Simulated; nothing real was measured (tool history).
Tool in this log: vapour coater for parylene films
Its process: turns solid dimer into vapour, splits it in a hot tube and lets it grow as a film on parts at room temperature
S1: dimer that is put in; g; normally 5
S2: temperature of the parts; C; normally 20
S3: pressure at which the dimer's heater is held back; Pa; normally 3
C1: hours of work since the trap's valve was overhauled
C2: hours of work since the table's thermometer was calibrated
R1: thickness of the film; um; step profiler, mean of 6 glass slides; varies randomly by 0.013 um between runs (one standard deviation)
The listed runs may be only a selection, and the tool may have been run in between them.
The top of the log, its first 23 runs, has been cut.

run	hour	S1	S2	S3	C1	C2	R1
24	730	5	17	3.48	503	1182	1.89
25	756.7	7	26	3	518	1197	1.78
26	789.1	7	26	3	536	1216	1.76
27	812.8	7	26	3	550	1229	1.77
28	854.5	5	13	2.6	574	1253	2.3
29	882.9	4	19	3	590	1269	1.39
# hour 889.3: trap's valve overhauled
30	926.8	4	19	8.14	21	1292	1.37
31	961.7	6	32	2.42	41	1312	1.33
32	988.4	3	16	3.14	57	1327	1.32
33	1021.2	3	16	3.14	76	1346	1.3
34	1045.6	2	25	3.15	90	1360	0.59
35	1087.7	2	17	3.15	114	1384	0.84
36	1113.4	2	28	2.32	128	1399	0.53

Alternative continuations, all from the tool just after run 36; predict every row:
A	1141.5	5	20	6.74	144	1415	?
B	1141.5	3	23	3	144	1415	?
C	1141.5	2	28	7.27	144	1415	?
D	1141.5	5	23	3	144	1415	?
E	1141.5	5	28	2.45	144	1415	?

run	R1
A	1.66
B	0.95
C	0.43
D	1.58
E	1.31
With no hidden state in the tool, these same runs would have given:
run	R1
A	1.75
B	1
C	0.45
D	1.67
E	1.38

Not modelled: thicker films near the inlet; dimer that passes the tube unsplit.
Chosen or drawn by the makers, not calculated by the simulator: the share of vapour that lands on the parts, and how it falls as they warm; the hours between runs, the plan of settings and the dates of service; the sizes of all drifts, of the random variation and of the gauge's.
